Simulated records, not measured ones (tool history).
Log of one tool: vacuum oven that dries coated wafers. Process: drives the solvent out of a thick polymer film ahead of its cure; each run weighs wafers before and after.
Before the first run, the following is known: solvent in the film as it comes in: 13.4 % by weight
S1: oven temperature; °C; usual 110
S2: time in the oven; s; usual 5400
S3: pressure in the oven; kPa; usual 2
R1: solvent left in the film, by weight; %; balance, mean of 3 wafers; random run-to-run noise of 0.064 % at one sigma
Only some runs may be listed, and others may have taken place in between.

{"run": 1, "day": 0.0, "S1": 110, "S2": 5400, "S3": 2, "R1": 4.84}
{"run": 2, "day": 1.329, "S1": 110, "S2": 5400, "S3": 2, "R1": 4.91}
{"run": 3, "day": 2.704, "S1": 110, "S2": 5400, "S3": 2, "R1": 4.99}
{"run": 4, "day": 4.246, "S1": 110, "S2": 5400, "S3": 2, "R1": 4.92}
{"run": 5, "day": 5.325, "S1": 110, "S2": 5400, "S3": 2, "R1": 4.89}
{"run": 6, "day": 6.475, "S1": 110, "S2": 5400, "S3": 2, "R1": 5.03}
{"run": 7, "day": 8.371, "S1": 110, "S2": 3540, "S3": 2, "R1": 6.29}
{"run": 8, "day": 9.225, "S1": 110, "S2": 3540, "S3": 2, "R1": 6.33}
{"run": 9, "day": 10.367, "S1": 110, "S2": 3540, "S3": 2, "R1": 6.34}
{"run": 10, "day": 11.154, "S1": 110, "S2": 4200, "S3": 1.41, "R1": 5.35}
{"run": 11, "day": 12.462, "S1": 109, "S2": 6420, "S3": 6.69, "R1": 8.93}
{"run": 12, "day": 13.838, "S1": 109, "S2": 6420, "S3": 6.69, "R1": 9.09}
{"run": 13, "day": 14.925, "S1": 109, "S2": 6420, "S3": 6.69, "R1": 9.21}
{"run": 14, "day": 16.658, "S1": 119, "S2": 6660, "S3": 5.5, "R1": 5.62}
{"run": 15, "day": 18.321, "S1": 99, "S2": 4980, "S3": 5.17, "R1": 10.82}
{"run": 16, "day": 20.075, "S1": 119, "S2": 4380, "S3": 2, "R1": 3.99}
{"run": 17, "day": 21.779, "S1": 119, "S2": 4380, "S3": 2, "R1": 4.04}
{"run": 18, "day": 23.242, "S1": 124, "S2": 5760, "S3": 2.13, "R1": 2.69}

Here are 4 independent what-if runs from the current tool condition. What would each one return?
{"run": "A", "day": 25.117, "S1": 113, "S2": 6360, "S3": 1.05, "R1": "?"}
{"run": "B", "day": 25.117, "S1": 110, "S2": 6600, "S3": 1.95, "R1": "?"}
{"run": "C", "day": 25.117, "S1": 121, "S2": 2760, "S3": 1.36, "R1": "?"}
{"run": "D", "day": 25.117, "S1": 101, "S2": 7560, "S3": 1.82, "R1": "?"}

run=A R1=3.08
run=B R1=4.29
run=C R1=4.83
run=D R1=5.5
With the hidden condition removed and each run's random variation left untouched, the same runs would have given:
run=A R1=2.83
run=B R1=4
run=C R1=4.59
run=D R1=5.16
